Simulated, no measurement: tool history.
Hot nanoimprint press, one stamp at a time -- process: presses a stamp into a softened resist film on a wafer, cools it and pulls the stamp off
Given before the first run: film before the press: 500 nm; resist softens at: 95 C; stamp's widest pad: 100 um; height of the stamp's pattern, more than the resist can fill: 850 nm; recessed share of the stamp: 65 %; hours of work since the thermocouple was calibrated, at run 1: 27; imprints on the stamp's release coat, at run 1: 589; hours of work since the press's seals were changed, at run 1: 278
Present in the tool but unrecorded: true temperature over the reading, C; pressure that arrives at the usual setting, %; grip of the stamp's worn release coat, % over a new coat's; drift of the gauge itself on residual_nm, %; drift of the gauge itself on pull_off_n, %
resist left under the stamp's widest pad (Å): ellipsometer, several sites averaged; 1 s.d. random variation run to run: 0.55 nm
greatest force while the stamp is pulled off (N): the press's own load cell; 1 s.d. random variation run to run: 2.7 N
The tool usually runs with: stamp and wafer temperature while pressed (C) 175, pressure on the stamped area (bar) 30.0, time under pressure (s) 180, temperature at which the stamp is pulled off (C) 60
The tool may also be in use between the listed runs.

run	hour	stamp and wafer temperature while pressed (C)	pressure on the stamped area (bar)	time under pressure (s)	temperature at which the stamp is pulled off (C)	hours of work since the thermocouple was calibrated	imprints on the stamp's release coat	hours of work since the press's seals were changed	resist left under the stamp's widest pad (Å)	greatest force while the stamp is pulled off (N)
1	0.0	175	30.0	180	60	27	589	278	1874	158
2	31.1	175	30.0	180	60	47	656	299	1885	159
3	65.0	175	30.0	180	60	70	730	321	1892	164
4	83.5	175	30.0	180	60	82	770	333	1891	155
5	104.4	175	30.0	180	60	95	815	347	1891	156
6	129.7	175	23.3	180	60	112	871	364	2160	166
7	154.0	175	23.3	180	60	128	923	380	2156	158
8	176.8	177	30.0	180	60	143	973	395	1733	165
9	205.2	177	30.0	180	60	162	1035	413	1740	165
10	243.2	175	30.0	180	53	187	1117	438	1918	201
11	262.5	172	30.0	180	53	199	1159	451	2195	196
12	286.7	175	30.0	180	60	215	1212	467	1930	167
13	314.0	175	30.0	180	60	233	1271	485	1931	166
14	350.4	175	30.0	180	60	257	1350	509	1940	174
# hour 369.6: plate thermocouple calibrated
15	383.1	175	22.2	180	60	9	1415	528	2274	175
# hour 410.0: press's hydraulic seals changed and the load cell set to zero
16	428.8	175	22.2	180	60	34	1497	12	2273	180
17	453.1	175	22.2	180	60	50	1549	28	2271	178
18	480.5	175	19.1	304	60	68	1609	46	2033	183
# hour 503.0: plate thermocouple calibrated, once more
19	519.8	175	30.0	180	47	11	1688	70	1844	238
20	557.4	175	31.2	180	47	36	1770	95	1823	242
21	593.5	176	38.7	139	59	60	1848	119	1697	179
22	623.4	178	37.4	139	53	79	1913	138	1584	216
23	644.1	175	30.0	113	58	93	1958	152	2208	198
24	679.3	175	30.0	113	58	116	2034	175	2219	189
25	706.1	176	46.9	230	50	134	2093	193	1274	236
26	733.6	176	46.9	230	50	152	2152	211	1270	240
# hour 741.4: stamp cleaned and given a new release coat
27	774.3	176	46.9	230	50	174	72	234	1286	193
28	808.1	173	31.2	180	68	197	145	256	2034	117
29	825.1	186	45.4	336	68	208	182	267	708	112

Predict each of these 3 candidate next runs independently; none follows another, all start after run 29:
A	863.1	183	21.2	238	68	233	265	292	?	?
B	863.1	179	32.2	180	56	233	265	292	?	?
C	863.1	167	45.4	336	52	233	265	292	?	?

run	resist left under the stamp's widest pad (Å)	greatest force while the stamp is pulled off (N)
A	1437	116
B	1522	170
C	1804	186
Take away the tool's hidden state, keep each run's random variation, and the runs would have read:
run	resist left under the stamp's widest pad (Å)	greatest force while the stamp is pulled off (N)
A	1409	110
B	1488	163
C	1756	178
